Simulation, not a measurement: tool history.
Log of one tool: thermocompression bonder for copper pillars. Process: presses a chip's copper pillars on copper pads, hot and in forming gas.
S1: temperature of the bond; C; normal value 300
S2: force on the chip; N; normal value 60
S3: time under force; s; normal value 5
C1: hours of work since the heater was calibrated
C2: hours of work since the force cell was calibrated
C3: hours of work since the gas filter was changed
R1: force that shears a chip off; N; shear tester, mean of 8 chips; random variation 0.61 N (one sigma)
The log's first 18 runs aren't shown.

Run 19, day 27.154: usual settings but S1 309 C; C1 821; C2 339; C3 310. Result: R1 66.2 N.
Run 20, day 28.254: usual settings but S1 309 C; C1 832; C2 349; C3 320. Result: R1 64.9 N.
Run 21, day 30.208: usual settings but S3 6 s; C1 851; C2 369; C3 339. Result: R1 63.1 N.
Run 22, day 31.679: usual settings but S3 13 s; C1 866; C2 383; C3 354. Result: R1 81.0 N.
At day 32.762: forming gas filter changed.
Run 23, day 32.904: usual settings but S1 306 C, S3 3 s; C1 877; C2 395; C3 1. Result: R1 57.0 N.
Run 24, day 35.354: usual settings but S2 62 N; C1 901; C2 419; C3 25. Result: R1 66.4 N.
Run 25, day 36.662: usual settings but S3 3 s; C1 914; C2 432; C3 38. Result: R1 52.4 N.
Run 26, day 38.317: usual settings but S3 3 s; C1 930; C2 448; C3 54. Result: R1 52.4 N.
Run 27, day 40.492: usual settings but S1 276 C, S2 52 N, S3 9 s; C1 952; C2 469; C3 76. Result: R1 50.4 N.
Run 28, day 42.608: usual settings but S1 328 C; C1 972; C2 490; C3 96. Result: R1 80.8 N.
Run 29, day 43.954: usual settings but S2 47 N, S3 3 s; C1 986; C2 503; C3 110. Result: R1 38.3 N.
Run 30, day 45.900: usual settings but S1 316 C, S3 12 s; C1 1005; C2 522; C3 129. Result: R1 95.1 N.
Run 31, day 47.771: usual settings but S1 327 C, S3 4 s; C1 1023; C2 540; C3 147. Result: R1 75.0 N.
Run 32, day 49.225: usual settings but S1 316 C, S2 38 N, S3 3 s; C1 1037; C2 555; C3 161. Result: R1 34.9 N.
At day 50.433: heater calibrated with a thermocouple chip.
Run 33, day 51.617: usual settings but S1 316 C, S2 38 N, S3 3 s; C1 12; C2 577; C3 184. Result: R1 38.6 N.
Run 34, day 52.842: usual settings but S1 320 C, S2 37 N, S3 4 s; C1 24; C2 589; C3 196. Result: R1 43.5 N.
Run 35, day 54.567: usual settings but S1 320 C, S2 37 N, S3 4 s; C1 41; C2 606; C3 213. Result: R1 44.3 N.
Run 36, day 56.312: usual settings but S1 320 C, S2 37 N, S3 4 s; C1 58; C2 623; C3 230. Result: R1 43.8 N.
Run 37, day 58.425: usual settings but S1 320 C, S2 66 N, S3 9 s; C1 78; C2 644; C3 251. Result: R1 100.3 N.
Run 38, day 60.317: usual settings but S1 320 C, S2 66 N, S3 9 s; C1 97; C2 663; C3 269. Result: R1 99.7 N.
Run 39, day 61.329: usual settings but S1 271 C, S3 7 s; C1 107; C2 672; C3 279. Result: R1 53.7 N.

Each row is a separate what-if for the run after 39, all from the same tool condition, not one after another. Results?
Run A, day 62.912: usual settings but S1 314 C; C1 122; C2 688; C3 295. Result: R1 ?.
Run B, day 62.912: usual settings but S1 319 C, S2 51 N; C1 122; C2 688; C3 295. Result: R1 ?.
Run C, day 62.912: usual settings but S1 311 C, S2 52 N, S3 8 s; C1 122; C2 688; C3 295. Result: R1 ?.

run    R1
  A  73.0
  B  65.3
  C  72.1
What these runs would have given with no unlogged condition in the tool:
run    R1
  A  81.3
  B  72.8
  C  80.3

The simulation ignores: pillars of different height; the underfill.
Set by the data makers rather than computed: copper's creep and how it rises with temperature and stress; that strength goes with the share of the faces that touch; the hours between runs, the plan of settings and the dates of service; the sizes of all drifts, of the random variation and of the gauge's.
